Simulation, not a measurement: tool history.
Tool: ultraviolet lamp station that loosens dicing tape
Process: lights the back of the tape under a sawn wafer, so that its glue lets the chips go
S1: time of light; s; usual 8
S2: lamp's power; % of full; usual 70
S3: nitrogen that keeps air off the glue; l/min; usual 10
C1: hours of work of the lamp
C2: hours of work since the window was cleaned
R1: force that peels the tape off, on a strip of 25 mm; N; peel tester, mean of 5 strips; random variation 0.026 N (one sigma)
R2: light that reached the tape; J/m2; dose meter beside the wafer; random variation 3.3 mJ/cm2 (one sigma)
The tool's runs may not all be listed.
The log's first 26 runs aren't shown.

run	hour	S1	S2	S3	C1	C2	R1	R2
27	252.6	13	66	3	339	274	1.286	7930
28	261.9	10	70	7	344	278	1.036	6520
29	273.5	10	70	7	349	284	1.064	6470
30	284.5	8	65	13	354	289	1.235	4760
31	293.1	8	60	10	358	293	1.693	4400
32	305	8	69	6	364	298	1.846	5140
33	313.4	8	91	15	368	302	0.578	6760
34	321.2	6	61	10	371	306	2.54	3360
35	332.2	6	61	10	376	311	2.498	3400
36	341.2	8	67	4	381	315	2.415	4920
37	352.5	8	91	4	386	320	1.448	6790
38	365.3	16	91	4	392	326	0.328	13450
39	373.1	16	91	4	395	330	0.339	13500
40	383	16	68	19	400	335	0.227	10170
41	391.8	5	61	6	404	339	3.851	2810
42	401.3	11	61	7	408	343	1.114	6220
43	413.3	11	61	7	414	349	1.141	6180
44	426.1	6	72	14	420	355	1.696	3990

4 ways to go on from here, each from the tool as it stands after run 44. What would each give?
A	436.1	7	70	3	425	359	?	?
B	436.1	8	64	10	425	359	?	?
C	436.1	5	72	14	425	359	?	?
D	436.1	14	72	14	425	359	?	?

run	R1	R2
A	3.082	4540
B	1.53	4750
C	2.29	3360
D	0.294	9300
Without the tool's hidden state the same runs would have given:
run	R1	R2
A	3.076	4540
B	1.526	4760
C	2.284	3360
D	0.293	9310
